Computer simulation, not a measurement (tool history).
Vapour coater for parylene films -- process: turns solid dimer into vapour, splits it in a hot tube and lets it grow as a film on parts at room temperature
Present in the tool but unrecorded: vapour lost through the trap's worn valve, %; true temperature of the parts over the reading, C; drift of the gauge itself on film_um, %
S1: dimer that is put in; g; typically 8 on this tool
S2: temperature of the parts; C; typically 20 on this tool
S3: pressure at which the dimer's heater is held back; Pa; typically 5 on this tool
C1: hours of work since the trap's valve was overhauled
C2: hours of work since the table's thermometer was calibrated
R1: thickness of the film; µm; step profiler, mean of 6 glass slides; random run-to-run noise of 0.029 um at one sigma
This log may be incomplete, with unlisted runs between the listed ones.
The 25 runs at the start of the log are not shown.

Run 26, hour 622.3: usual settings but S1 13 g, S2 13 C, S3 6.55 Pa; C1 106; C2 1009. Result: R1 7.71 µm.
Run 27, hour 656.7: usual settings but S1 13 g, S2 13 C, S3 6.55 Pa; C1 127; C2 1030. Result: R1 7.78 µm.
Run 28, hour 677.4: usual settings but S1 13 g, S2 13 C, S3 6.55 Pa; C1 140; C2 1043. Result: R1 7.8 µm.
Run 29, hour 701.4: usual settings but S1 3 g, S2 16 C, S3 7.17 Pa; C1 154; C2 1058. Result: R1 1.7 µm.
Run 30, hour 719.6: usual settings but S1 5 g, S2 16 C, S3 2.4 Pa; C1 165; C2 1069. Result: R1 3.1 µm.
Run 31, hour 739.4: usual settings but S2 29 C, S3 9.28 Pa; C1 178; C2 1081. Result: R1 3.37 µm.
Run 32, hour 772.2: usual settings but S2 29 C, S3 9.28 Pa; C1 198; C2 1101. Result: R1 3.36 µm.
Run 33, hour 792.7: usual settings but S1 6 g, S2 29 C, S3 2.45 Pa; C1 210; C2 1114. Result: R1 2.83 µm.
Run 34, hour 823.9: usual settings but S1 6 g, S2 29 C, S3 2.45 Pa; C1 229; C2 1133. Result: R1 2.81 µm.
Run 35, hour 849.6: usual settings but S3 3.6 Pa; C1 245; C2 1149. Result: R1 4.26 µm.
Run 36, hour 874.4: usual settings but S3 3.6 Pa; C1 260; C2 1164. Result: R1 4.29 µm.
Run 37, hour 900.7: usual settings but S1 4 g, S3 3.6 Pa; C1 277; C2 1180. Result: R1 2.14 µm.
Run 38, hour 927.1: usual settings but S1 13 g; C1 293; C2 1196. Result: R1 6.73 µm.
Run 39, hour 942.8: usual settings but S2 26 C, S3 4.72 Pa; C1 302; C2 1206. Result: R1 3.66 µm.
Run 40, hour 976.1: usual settings but S1 5 g, S2 17 C; C1 323; C2 1226. Result: R1 2.71 µm.
Run 41, hour 1004.4: usual settings but S3 11.25 Pa; C1 340; C2 1244. Result: R1 3.84 µm.
At hour 1018.5: trap's valve overhauled.
Run 42, hour 1032.8: usual settings but S1 3 g, S2 24 C, S3 5.72 Pa; C1 9; C2 1259. Result: R1 1.52 µm.
Run 43, hour 1064.6: usual settings but S1 4 g, S2 19 C, S3 4.08 Pa; C1 28; C2 1278. Result: R1 2.29 µm.
Run 44, hour 1096.4: usual settings but S1 4 g, S2 19 C, S3 4.08 Pa; C1 48; C2 1298. Result: R1 2.28 µm.
Run 45, hour 1127.5: usual settings but S1 4 g, S2 19 C, S3 4.08 Pa; C1 67; C2 1317. Result: R1 2.26 µm.
Run 46, hour 1141.8: usual settings but S1 5 g, S2 23 C; C1 76; C2 1326. Result: R1 2.55 µm.
Run 47, hour 1176.5: usual settings but S2 13 C; C1 97; C2 1347. Result: R1 4.97 µm.
Run 48, hour 1198: usual settings but S1 3 g, S2 14 C; C1 110; C2 1360. Result: R1 1.83 µm.

Predict each of these 3 candidate next runs independently; none follows another, all start after run 48:
Run A, hour 1215.9: usual settings but S3 3.38 Pa; C1 121; C2 1371. Result: R1 ?.
Run B, hour 1215.9: usual settings but S1 3 g, S2 23 C, S3 10.43 Pa; C1 121; C2 1371. Result: R1 ?.
Run C, hour 1215.9: usual settings but S2 19 C; C1 121; C2 1371. Result: R1 ?.

run    R1
  A  4.45
  B   1.4
  C  4.41
The same runs, with their run-to-run variation unchanged, on a tool lacking any hidden condition would have given:
run    R1
  A  4.59
  B  1.45
  C  4.54

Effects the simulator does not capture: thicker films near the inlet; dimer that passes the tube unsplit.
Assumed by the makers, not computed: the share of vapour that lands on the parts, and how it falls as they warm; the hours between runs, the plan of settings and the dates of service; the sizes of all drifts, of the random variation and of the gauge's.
